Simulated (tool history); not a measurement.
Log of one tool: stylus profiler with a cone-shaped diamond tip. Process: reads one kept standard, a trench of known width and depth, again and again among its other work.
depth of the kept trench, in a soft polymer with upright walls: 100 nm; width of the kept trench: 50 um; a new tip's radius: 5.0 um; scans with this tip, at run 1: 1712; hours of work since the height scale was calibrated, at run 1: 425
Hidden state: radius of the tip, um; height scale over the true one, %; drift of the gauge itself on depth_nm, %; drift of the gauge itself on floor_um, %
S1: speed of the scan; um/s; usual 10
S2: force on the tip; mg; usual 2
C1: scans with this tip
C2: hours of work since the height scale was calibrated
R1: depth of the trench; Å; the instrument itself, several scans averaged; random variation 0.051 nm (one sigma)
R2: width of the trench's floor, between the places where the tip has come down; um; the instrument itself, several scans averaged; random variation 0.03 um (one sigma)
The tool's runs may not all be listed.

run 1 hour=0 | S1=10 S2=2 | C1=1712 C2=425 | R1=1006.7 R2=47.8
run 2 hour=80 | S1=10 S2=2 | C1=1895 C2=470 | R1=1006.7 R2=47.77
run 3 hour=204.8 | S1=10 S2=1.04 | C1=2179 C2=541 | R1=1004.4 R2=47.65
run 4 hour=263.4 | S1=10 S2=2 | C1=2313 C2=574 | R1=1005.7 R2=47.67
run 5 hour=373.9 | S1=5 S2=2 | C1=2565 C2=636 | R1=1005.6 R2=47.67
run 6 hour=452.4 | S1=10 S2=2 | C1=2744 C2=681 | R1=1005.6 R2=47.67
run 7 hour=575.2 | S1=10 S2=2 | C1=3025 C2=750 | R1=1004.9 R2=47.61
run 8 hour=633.8 | S1=10 S2=2 | C1=3159 C2=783 | R1=1004.5 R2=47.62
run 9 hour=713.9 | S1=10 S2=2 | C1=3341 C2=829 | R1=1005.7 R2=47.58
run 10 hour=839.6 | S1=9 S2=2 | C1=3628 C2=900 | R1=1005 R2=47.61
-- hour=877.2 height scale calibrated on a step standard
run 11 hour=939.8 | S1=9 S2=4.91 | C1=3856 C2=35 | R1=1009.7 R2=47.57
run 12 hour=1044.7 | S1=10 S2=2.93 | C1=4095 C2=95 | R1=1005.1 R2=47.54
run 13 hour=1139.1 | S1=10 S2=2 | C1=4310 C2=148 | R1=1003.3 R2=47.5
run 14 hour=1226 | S1=10 S2=2 | C1=4509 C2=197 | R1=1002.1 R2=47.49
run 15 hour=1335.8 | S1=10 S2=2 | C1=4760 C2=260 | R1=1003 R2=47.45
run 16 hour=1410.7 | S1=10 S2=1.75 | C1=4930 C2=302 | R1=1001.6 R2=47.43
-- hour=1448.8 height scale calibrated on a step standard, once more
run 17 hour=1545.9 | S1=12 S2=1.75 | C1=5238 C2=55 | R1=1006.8 R2=47.35
run 18 hour=1678 | S1=12 S2=1.75 | C1=5539 C2=130 | R1=1007.2 R2=47.37
run 19 hour=1742.1 | S1=12 S2=1.75 | C1=5686 C2=166 | R1=1007.7 R2=47.34
run 20 hour=1865.2 | S1=10 S2=2 | C1=5966 C2=236 | R1=1006.7 R2=47.35
run 21 hour=1990.6 | S1=10 S2=3.61 | C1=6253 C2=307 | R1=1010.3 R2=47.41
run 22 hour=2103.7 | S1=10 S2=3.61 | C1=6511 C2=371 | R1=1010.2 R2=47.27
run 23 hour=2186 | S1=10 S2=3.61 | C1=6699 C2=417 | R1=1010.6 R2=47.32
run 24 hour=2311.7 | S1=15 S2=1.25 | C1=6986 C2=489 | R1=1005 R2=47.21
run 25 hour=2449.9 | S1=15 S2=1.25 | C1=7301 C2=567 | R1=1003.7 R2=47.19
run 26 hour=2518.1 | S1=15 S2=1.02 | C1=7457 C2=605 | R1=1003.6 R2=47.19
run 27 hour=2629.4 | S1=19 S2=0.92 | C1=7711 C2=668 | R1=1002.5 R2=47.08
run 28 hour=2692.4 | S1=19 S2=0.92 | C1=7855 C2=704 | R1=1002.8 R2=47.07
run 29 hour=2778.2 | S1=4 S2=2.71 | C1=8050 C2=753 | R1=1006.5 R2=47.2
run 30 hour=2843.3 | S1=3 S2=2.23 | C1=8199 C2=789 | R1=1005.9 R2=47.18
run 31 hour=2959.6 | S1=20 S2=2.52 | C1=8464 C2=855 | R1=1007.2 R2=47.13
run 32 hour=3017.2 | S1=16 S2=4.3 | C1=8596 C2=888 | R1=1010.4 R2=47.11
-- hour=3076.4 height scale calibrated on a step standard
run 33 hour=3090.8 | S1=16 S2=4.3 | C1=8762 C2=8 | R1=1012.6 R2=47.06
run 34 hour=3155.5 | S1=4 S2=2.98 | C1=8910 C2=45 | R1=1010 R2=47.08
run 35 hour=3270.2 | S1=6 S2=2.89 | C1=9172 C2=110 | R1=1009.7 R2=47.15
run 36 hour=3353.4 | S1=25 S2=1.42 | C1=9362 C2=157 | R1=1005.1 R2=46.91
run 37 hour=3445.7 | S1=10 S2=0.81 | C1=9573 C2=209 | R1=1003.1 R2=47.02
run 38 hour=3529.7 | S1=4 S2=5.35 | C1=9764 C2=257 | R1=1014.6 R2=47.02
run 39 hour=3625.6 | S1=30 S2=1.91 | C1=9983 C2=311 | R1=1006.2 R2=46.9
run 40 hour=3698.5 | S1=2 S2=2.92 | C1=10150 C2=352 | R1=1009.1 R2=47.06
run 41 hour=3779.9 | S1=14 S2=5.5 | C1=10335 C2=398 | R1=1014.5 R2=47.02
run 42 hour=3911.4 | S1=14 S2=5.5 | C1=10635 C2=473 | R1=1013.2 R2=46.99
run 43 hour=4038.7 | S1=10 S2=2.88 | C1=10926 C2=545 | R1=1007.9 R2=46.94
run 44 hour=4141.6 | S1=5 S2=1.62 | C1=11161 C2=603 | R1=1004 R2=46.99
run 45 hour=4260.1 | S1=20 S2=0.93 | C1=11431 C2=670 | R1=1003.1 R2=46.74

5 ways to go on from here, each from the tool as it stands after run 45. What would each give?
run A hour=4321.8 | S1=7 S2=3.13 | C1=11572 C2=705 | R1=? R2=?
run B hour=4321.8 | S1=9 S2=2.84 | C1=11572 C2=705 | R1=? R2=?
run C hour=4321.8 | S1=13 S2=2 | C1=11572 C2=705 | R1=? R2=?
run D hour=4321.8 | S1=23 S2=3.42 | C1=11572 C2=705 | R1=? R2=?
run E hour=4321.8 | S1=10 S2=0.73 | C1=11572 C2=705 | R1=? R2=?

run=A R1=1008.2 R2=46.88
run=B R1=1007.5 R2=46.93
run=C R1=1005.4 R2=46.85
run=D R1=1009.4 R2=46.84
run=E R1=1001.1 R2=46.91
Without the tool's hidden state the same runs would have given:
run=A R1=1010.4 R2=47.94
run=B R1=1009.7 R2=47.99
run=C R1=1007.6 R2=47.91
run=D R1=1011.6 R2=47.9
run=E R1=1003.4 R2=47.96

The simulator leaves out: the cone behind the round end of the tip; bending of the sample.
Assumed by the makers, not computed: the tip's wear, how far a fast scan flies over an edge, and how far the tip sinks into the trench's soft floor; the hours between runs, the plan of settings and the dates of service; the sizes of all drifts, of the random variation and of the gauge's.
